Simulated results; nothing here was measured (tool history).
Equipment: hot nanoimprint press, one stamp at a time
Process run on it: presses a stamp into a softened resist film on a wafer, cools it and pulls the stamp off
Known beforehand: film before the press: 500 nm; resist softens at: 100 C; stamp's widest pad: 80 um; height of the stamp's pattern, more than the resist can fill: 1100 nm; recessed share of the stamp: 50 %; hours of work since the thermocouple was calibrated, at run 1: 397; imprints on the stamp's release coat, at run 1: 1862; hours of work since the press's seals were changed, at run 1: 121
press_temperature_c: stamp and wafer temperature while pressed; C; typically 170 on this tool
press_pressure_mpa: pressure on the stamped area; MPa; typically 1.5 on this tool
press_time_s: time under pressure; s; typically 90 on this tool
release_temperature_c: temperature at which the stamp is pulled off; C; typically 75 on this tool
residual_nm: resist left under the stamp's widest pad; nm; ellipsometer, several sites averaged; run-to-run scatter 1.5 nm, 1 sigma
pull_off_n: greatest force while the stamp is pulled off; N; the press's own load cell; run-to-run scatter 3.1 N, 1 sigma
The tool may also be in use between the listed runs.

run,hour,press_temperature_c,press_pressure_mpa,press_time_s,release_temperature_c,hours of work since the thermocouple was calibrated,imprints on the stamp's release coat,hours of work since the press's seals were changed,residual_nm,pull_off_n
1,0,170,1.5,90,75,397,1862,121,257.6,218
2,9.3,170,1.5,90,81,403,1905,127,260.4,181
3,20.6,170,1.5,90,81,411,1958,135,260.3,192
4,27.6,170,1.5,88,81,416,1991,140,260.1,195
5,32.7,170,1.5,90,75,419,2015,144,262.5,226
6,38.7,170,1.5,90,75,424,2043,148,260.9,227
7,43.9,170,1.5,59,75,427,2068,151,298.6,222
8,52.7,170,1.5,90,75,433,2109,158,258.5,228
9,61.7,170,1.8,90,75,440,2151,164,241,222
10,66.9,170,1.5,90,75,443,2175,167,262.1,222
# hour 73.9: plate thermocouple calibrated
11,76.6,170,1.5,90,75,2,2207,172,279.6,234
12,86,179,1.5,90,75,8,2251,179,180,244
# hour 94.7: stamp cleaned and given a new release coat
13,97.9,179,1.5,90,75,12,15,183,179.6,155
14,103.7,179,1.5,90,75,17,43,187,179.2,156
15,115,179,1.5,90,75,24,96,195,179.6,161
16,124.6,179,1.5,90,75,31,140,201,180.2,159
17,134.4,170,2.07,90,66,38,187,208,242.7,198
# hour 143.5: plate thermocouple calibrated, once more
18,144.8,182,1.47,102,65,1,221,213,128.2,193
19,151.5,181,0.97,141,79,6,252,218,147.5,140
20,159.4,181,0.97,141,79,11,290,224,146.3,140
21,171,170,1.07,67,79,19,344,232,305.9,141
22,178.6,170,1.07,67,70,24,380,237,309,180
23,188.9,170,1.07,67,70,32,428,244,305.9,178
24,196.7,180,1.83,90,79,37,464,250,134.4,146
25,205.9,170,2.2,95,61,43,508,256,197.9,215
26,217,170,2.2,95,61,51,560,264,198.9,214
27,227.1,176,2.2,137,61,58,607,271,124.7,226
28,238.9,160,1.5,110,82,66,662,279,354.6,142
29,248.4,171,1.47,139,65,73,707,286,198.3,210

3 options for the next run, each taken on its own from the tool as it stands now. Forecast them:
A,253.8,170,1.5,90,70,77,732,289,?,?
B,253.8,170,1,90,75,77,732,289,?,?
C,253.8,170,1.87,90,75,77,732,289,?,?

run,residual_nm,pull_off_n
A,244.7,187
B,288.4,174
C,221.1,170
Had the tool no hidden state, the same runs would have come out as:
run,residual_nm,pull_off_n
A,239.7,161
B,283.3,150
C,216.3,147

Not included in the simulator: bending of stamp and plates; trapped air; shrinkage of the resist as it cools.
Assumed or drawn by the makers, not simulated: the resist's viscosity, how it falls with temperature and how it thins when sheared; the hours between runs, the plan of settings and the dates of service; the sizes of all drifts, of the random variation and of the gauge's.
